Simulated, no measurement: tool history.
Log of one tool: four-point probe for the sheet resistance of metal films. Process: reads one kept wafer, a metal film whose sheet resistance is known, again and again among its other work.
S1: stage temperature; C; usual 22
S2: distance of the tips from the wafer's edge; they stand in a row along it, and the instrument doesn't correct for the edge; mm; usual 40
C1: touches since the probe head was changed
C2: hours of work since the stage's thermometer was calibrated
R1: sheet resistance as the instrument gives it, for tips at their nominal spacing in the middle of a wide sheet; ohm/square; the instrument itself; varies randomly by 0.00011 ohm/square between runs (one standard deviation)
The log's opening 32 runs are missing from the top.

run      day  S1  S2     C1   C2        R1
 33   81.038  32  29  53547  237  0.536352
 34   83.904  32  29  56607  275  0.536531
 35   86.512  28  43  59393  311  0.536918
 36   89.142  28  43  62199  346  0.536946
 37   91.321  22   8  64523  376  0.545210
 38   93.954  22   8  67335  411  0.545255
 39   95.688  22   8  69184  435  0.545310
 40   97.796  23  63  71435  463  0.538084
 41  101.296  35  19  75172  510  0.537223

Forecast each of these 5 alternatives for the next run:
  A  104.992  27  10  79117  560   ?
  B  104.992  20  40  79117  560   ?
  C  104.992  19  60  79117  560   ?
  D  104.992  19  51  79117  560   ?
  E  104.992  30   6  79117  560   ?

run        R1
  A  0.542113
  B  0.538971
  C  0.539046
  D  0.539095
  E  0.549635
Stripped of hidden state, with their random variation kept, the same runs would have yielded:
run        R1
  A  0.542601
  B  0.539458
  C  0.539534
  D  0.539583
  E  0.550129
